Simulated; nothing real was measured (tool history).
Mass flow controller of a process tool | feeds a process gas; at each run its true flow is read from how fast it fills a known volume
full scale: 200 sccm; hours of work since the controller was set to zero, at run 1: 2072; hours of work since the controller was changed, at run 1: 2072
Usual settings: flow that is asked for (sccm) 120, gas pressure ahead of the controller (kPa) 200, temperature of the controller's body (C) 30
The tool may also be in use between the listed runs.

run    hour  flow that is asked for (sccm)  gas pressure ahead of the controller (kPa)  temperature of the controller's body (C)  hours of work since the controller was set to zero  hours of work since the controller was changed  true flow (%)
  1       0                            120                                         200                                        30                                                2072                                            2072          98.84
  2    90.2                            120                                         200                                        30                                                2123                                            2123          98.78
  3   149.5                            120                                         200                                        26                                                2157                                            2157          98.72
  4   227.1                            120                                         200                                        30                                                2202                                            2202          98.91
  5   285.2                            120                                         200                                        30                                                2235                                            2235          98.91
  6   370.1                            120                                         200                                        30                                                2284                                            2284          98.87
  7   491.4                            120                                         200                                        30                                                2354                                            2354          98.79
  8   619.6                            120                                         200                                        30                                                2427                                            2427          98.86
  9   682.9                            120                                         200                                        30                                                2464                                            2464          98.56
 10   781.2                            120                                         152                                        30                                                2520                                            2520          99.16
 11     862                            120                                         152                                        30                                                2566                                            2566          98.96
 12    1005                             71                                         200                                        30                                                2649                                            2649          98.69
 13  1120.5                            120                                         164                                        30                                                2715                                            2715          98.81
 14  1256.8                            120                                         278                                        30                                                2793                                            2793          98.23
 15  1400.2                            120                                         200                                        30                                                2875                                            2875          98.65
 16  1529.6                            120                                         200                                        30                                                2950                                            2950           98.7
 17  1616.3                            120                                         200                                        30                                                2999                                            2999          98.57
 18  1752.3                            120                                         198                                        30                                                3077                                            3077          98.57
 19  1826.9                            120                                         198                                        30                                                3120                                            3120          98.67
 20  1890.6                            120                                         198                                        30                                                3157                                            3157          98.47
 21  1965.2                             35                                         198                                        30                                                3200                                            3200         100.07
 22  2087.1                             35                                         198                                        30                                                3270                                            3270         100.05
 23  2209.7                             31                                         200                                        30                                                3340                                            3340         100.43
 24  2303.7                            188                                         275                                        30                                                3394                                            3394          98.44
 25  2432.3                            188                                         275                                        38                                                3468                                            3468           98.8
 26  2513.7                            188                                         275                                        38                                                3515                                            3515          98.64
 27  2650.3                            144                                         275                                        36                                                3593                                            3593          98.25
 28    2756                            167                                         150                                        37                                                3654                                            3654          99.21
 29  2890.5                             96                                         239                                        37                                                3731                                            3731          98.45
 30  3001.8                             22                                         211                                        27                                                3795                                            3795         102.27
 31  3122.5                             22                                         198                                        35                                                3864                                            3864         102.68
 32  3229.7                             36                                         198                                        21                                                3926                                            3926          99.87
 33  3287.8                             36                                         198                                        21                                                3959                                            3959          99.82
 34    3406                            116                                         250                                        24                                                4027                                            4027          97.84
 35  3471.6                             75                                         250                                        28                                                4064                                            4064           98.2
 36  3579.3                            169                                         190                                        25                                                4126                                            4126          98.28
 37  3705.1                            169                                         150                                        40                                                4198                                            4198          98.98
 38  3779.3                             26                                         266                                        22                                                4241                                            4241         101.12
 39  3840.5                             69                                         180                                        34                                                4276                                            4276          98.84
 40    3947                             54                                         182                                        30                                                4337                                            4337          99.07
 41  4074.7                            120                                         191                                        30                                                4411                                            4411          98.36
 42  4165.1                             69                                         164                                        36                                                4463                                            4463          98.98
 43  4275.9                            118                                         248                                        37                                                4526                                            4526           98.1

3 ways to go on from here, each from the tool as it stands after run 43. What would each give?
  A  4414.3                             37                                         231                                        30                                                4606                                            4606              ?
  B  4414.3                            118                                         198                                        26                                                4606                                            4606              ?
  C  4414.3                            154                                         269                                        37                                                4606                                            4606              ?

run  true flow (%)
  A          100.1
  B          97.96
  C          98.12
Without the tool's hidden state the same runs would have given:
run  true flow (%)
  A          98.06
  B          99.02
  C          99.52

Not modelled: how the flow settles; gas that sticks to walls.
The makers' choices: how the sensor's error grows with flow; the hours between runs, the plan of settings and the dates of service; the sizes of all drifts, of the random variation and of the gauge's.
